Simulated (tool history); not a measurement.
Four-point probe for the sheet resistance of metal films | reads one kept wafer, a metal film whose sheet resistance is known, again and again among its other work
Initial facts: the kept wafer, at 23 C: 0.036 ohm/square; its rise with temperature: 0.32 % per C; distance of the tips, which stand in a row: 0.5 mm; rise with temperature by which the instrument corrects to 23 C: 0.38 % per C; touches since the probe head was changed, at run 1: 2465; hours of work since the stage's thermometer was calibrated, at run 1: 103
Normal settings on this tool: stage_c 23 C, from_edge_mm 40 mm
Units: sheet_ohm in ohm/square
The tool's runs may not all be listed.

| run | hour | stage_c | from_edge_mm | touches since the probe head was changed | hours of work since the stage's thermometer was calibrated | sheet_ohm |
|---|---|---|---|---|---|---|
| 1 | 0 | 23 | 40 | 2465 | 103 | 0.036087 |
| 2 | 85.7 | 23 | 40 | 4089 | 171 | 0.036077 |
| 3 | 194.3 | 23 | 40 | 6148 | 257 | 0.036082 |
| 4 | 249.3 | 23 | 40 | 7190 | 301 | 0.036082 |
| 5 | 303.8 | 23 | 40 | 8225 | 344 | 0.036068 |
| 6 | 414.2 | 23 | 13 | 10317 | 432 | 0.036114 |
| 7 | 479.7 | 23 | 13 | 11559 | 484 | 0.036115 |
| 8 | 541.8 | 23 | 40 | 12737 | 533 | 0.036069 |
| 9 | 620 | 23 | 40 | 14219 | 595 | 0.036078 |
| 10 | 733.4 | 23 | 40 | 16370 | 685 | 0.036093 |
| 11 | 827.8 | 19 | 40 | 18160 | 760 | 0.036162 |
| 12 | 875.4 | 23 | 40 | 19062 | 798 | 0.036062 |
| 13 | 949.5 | 23 | 4 | 20466 | 857 | 0.036371 |
| 14 | 1020.5 | 23 | 4 | 21812 | 913 | 0.036374 |
| 15 | 1082.4 | 23 | 4 | 22986 | 962 | 0.036367 |
| 16 | 1152.7 | 22 | 44 | 24319 | 1018 | 0.036089 |
| 17 | 1233.8 | 25 | 40 | 25856 | 1083 | 0.036042 |
| 18 | 1291.7 | 19 | 68 | 26955 | 1129 | 0.036157 |
| 19 | 1386.3 | 19 | 68 | 28749 | 1204 | 0.036161 |
| 20 | 1477 | 19 | 68 | 30467 | 1276 | 0.03616 |
| 21 | 1586 | 23 | 12 | 32534 | 1362 | 0.036108 |
| 22 | 1687.5 | 23 | 12 | 34459 | 1443 | 0.036105 |
| 23 | 1770.6 | 21 | 60 | 36034 | 1509 | 0.036123 |
| 24 | 1833.9 | 30 | 8 | 37235 | 1559 | 0.036002 |
| 25 | 1927.1 | 30 | 8 | 39001 | 1633 | 0.036008 |

Alternative continuations, all from the tool just after run 25; predict every row:
| A | 1996.4 | 27 | 7 | 40315 | 1688 | ? |
| B | 1996.4 | 24 | 46 | 40315 | 1688 | ? |
| C | 1996.4 | 30 | 6 | 40315 | 1688 | ? |
| D | 1996.4 | 23 | 38 | 40315 | 1688 | ? |

| run | sheet_ohm |
|---|---|
| A | 0.036091 |
| B | 0.036044 |
| C | 0.036056 |
| D | 0.036086 |
Stripped of hidden state, with their random variation kept, the same runs would have yielded:
| run | sheet_ohm |
|---|---|
| A | 0.036018 |
| B | 0.035971 |
| C | 0.035984 |
| D | 0.036012 |

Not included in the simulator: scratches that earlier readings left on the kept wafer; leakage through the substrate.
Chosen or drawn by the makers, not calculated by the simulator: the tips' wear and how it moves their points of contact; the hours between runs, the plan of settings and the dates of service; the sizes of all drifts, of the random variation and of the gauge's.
